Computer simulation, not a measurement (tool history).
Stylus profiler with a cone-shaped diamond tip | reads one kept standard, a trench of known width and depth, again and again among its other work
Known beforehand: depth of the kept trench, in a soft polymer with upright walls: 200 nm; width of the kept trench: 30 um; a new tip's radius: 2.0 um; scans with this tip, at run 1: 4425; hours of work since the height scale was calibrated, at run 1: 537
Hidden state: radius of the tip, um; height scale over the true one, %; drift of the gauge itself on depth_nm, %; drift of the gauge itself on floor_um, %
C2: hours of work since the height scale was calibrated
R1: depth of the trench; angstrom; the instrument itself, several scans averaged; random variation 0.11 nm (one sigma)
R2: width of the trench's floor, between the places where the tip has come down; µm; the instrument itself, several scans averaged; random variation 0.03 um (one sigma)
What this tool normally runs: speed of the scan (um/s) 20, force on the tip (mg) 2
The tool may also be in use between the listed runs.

{"run": 1, "day": 0.0, "speed of the scan (um/s)": 20, "force on the tip (mg)": 2, "scans with this tip": 4425, "C2": 537, "R1": 2017, "R2": 27.93}
{"run": 2, "day": 2.371, "speed of the scan (um/s)": 20, "force on the tip (mg)": 2.33, "scans with this tip": 4767, "C2": 578, "R1": 2017.7, "R2": 27.95}
{"run": 3, "day": 4.304, "speed of the scan (um/s)": 20, "force on the tip (mg)": 2.33, "scans with this tip": 5046, "C2": 612, "R1": 2017.5, "R2": 27.98}
{"run": 4, "day": 5.75, "speed of the scan (um/s)": 20, "force on the tip (mg)": 2, "scans with this tip": 5255, "C2": 638, "R1": 2014.3, "R2": 27.97}
{"run": 5, "day": 7.075, "speed of the scan (um/s)": 20, "force on the tip (mg)": 2, "scans with this tip": 5447, "C2": 661, "R1": 2016.3, "R2": 27.94}
{"run": 6, "day": 9.479, "speed of the scan (um/s)": 20, "force on the tip (mg)": 2, "scans with this tip": 5794, "C2": 703, "R1": 2015.5, "R2": 27.87}
{"run": 7, "day": 11.983, "speed of the scan (um/s)": 20, "force on the tip (mg)": 2, "scans with this tip": 6156, "C2": 747, "R1": 2016.2, "R2": 27.94}
{"run": 8, "day": 14.175, "speed of the scan (um/s)": 62, "force on the tip (mg)": 4.36, "scans with this tip": 6472, "C2": 785, "R1": 2029.5, "R2": 27.83}
{"run": 9, "day": 16.133, "speed of the scan (um/s)": 5, "force on the tip (mg)": 1.56, "scans with this tip": 6754, "C2": 820, "R1": 2011.7, "R2": 27.93}
{"run": 10, "day": 18.058, "speed of the scan (um/s)": 16, "force on the tip (mg)": 1.83, "scans with this tip": 7033, "C2": 853, "R1": 2012.7, "R2": 27.88}
{"run": 11, "day": 20.208, "speed of the scan (um/s)": 56, "force on the tip (mg)": 4.7, "scans with this tip": 7343, "C2": 891, "R1": 2032.5, "R2": 27.83}
{"run": 12, "day": 21.821, "speed of the scan (um/s)": 56, "force on the tip (mg)": 4.7, "scans with this tip": 7576, "C2": 919, "R1": 2030.8, "R2": 27.79}
{"run": 13, "day": 23.85, "speed of the scan (um/s)": 56, "force on the tip (mg)": 4.7, "scans with this tip": 7869, "C2": 955, "R1": 2030.5, "R2": 27.81}

How would selected steps in R1 from run to run divide? Give the signed amount a tool lacking its hidden state would still show from settings, what came in and random variation, and the signed amount left for the hidden state, including any gauge scatter that is not in both of the compared results.
Run 5 -> 6: no setting changed, nothing entered. R1 -0.8 angstrom: hidden state -0.4, all else -0.4.
Run 10 -> 11: speed of the scan (um/s) 16 -> 56, force on the tip (mg) 1.83 -> 4.7. R1 +19.8 angstrom: hidden state -0.3, all else +20.1.
